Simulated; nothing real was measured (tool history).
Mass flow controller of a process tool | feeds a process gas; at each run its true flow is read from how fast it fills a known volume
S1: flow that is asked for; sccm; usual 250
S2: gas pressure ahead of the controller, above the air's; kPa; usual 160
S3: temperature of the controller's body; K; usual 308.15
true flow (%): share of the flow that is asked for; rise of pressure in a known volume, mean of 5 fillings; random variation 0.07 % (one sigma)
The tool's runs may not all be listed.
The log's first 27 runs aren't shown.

{"run": 28, "day": 237.667, "S1": 250, "S2": 160, "S3": 298.15, "true flow (%)": 100.48}
{"run": 29, "day": 248.5, "S1": 260, "S2": 214, "S3": 298.15, "true flow (%)": 100.36}
{"run": 30, "day": 253.604, "S1": 81, "S2": 160, "S3": 308.15, "true flow (%)": 101.82}
{"run": 31, "day": 264.271, "S1": 81, "S2": 160, "S3": 308.15, "true flow (%)": 102.12}
{"run": 32, "day": 276.533, "S1": 81, "S2": 160, "S3": 308.15, "true flow (%)": 102.31}
{"run": 33, "day": 288.179, "S1": 250, "S2": 273, "S3": 308.15, "true flow (%)": 99.77}
{"run": 34, "day": 296.229, "S1": 176, "S2": 206, "S3": 308.15, "true flow (%)": 100.55}
{"run": 35, "day": 304.596, "S1": 176, "S2": 206, "S3": 308.15, "true flow (%)": 100.64}
{"run": 36, "day": 311.058, "S1": 250, "S2": 164, "S3": 308.15, "true flow (%)": 100.63}
{"run": 37, "day": 319.696, "S1": 81, "S2": 160, "S3": 308.15, "true flow (%)": 103.72}
{"run": 38, "day": 325.596, "S1": 81, "S2": 160, "S3": 308.15, "true flow (%)": 103.68}
{"run": 39, "day": 331.771, "S1": 81, "S2": 160, "S3": 308.15, "true flow (%)": 103.94}

Forecast each of these 4 alternatives for the next run:
{"run": "A", "day": 341.8, "S1": 110, "S2": 155, "S3": 305.15, "true flow (%)": "?"}
{"run": "B", "day": 341.8, "S1": 81, "S2": 179, "S3": 293.15, "true flow (%)": "?"}
{"run": "C", "day": 341.8, "S1": 105, "S2": 160, "S3": 311.15, "true flow (%)": "?"}
{"run": "D", "day": 341.8, "S1": 86, "S2": 181, "S3": 306.15, "true flow (%)": "?"}

run=A true_flow_(%)=102.89
run=B true_flow_(%)=104.81
run=C true_flow_(%)=102.93
run=D true_flow_(%)=103.77
Without the tool's hidden state the same runs would have given:
run=A true_flow_(%)=97.46
run=B true_flow_(%)=97.7
run=C true_flow_(%)=97.27
run=D true_flow_(%)=97.04
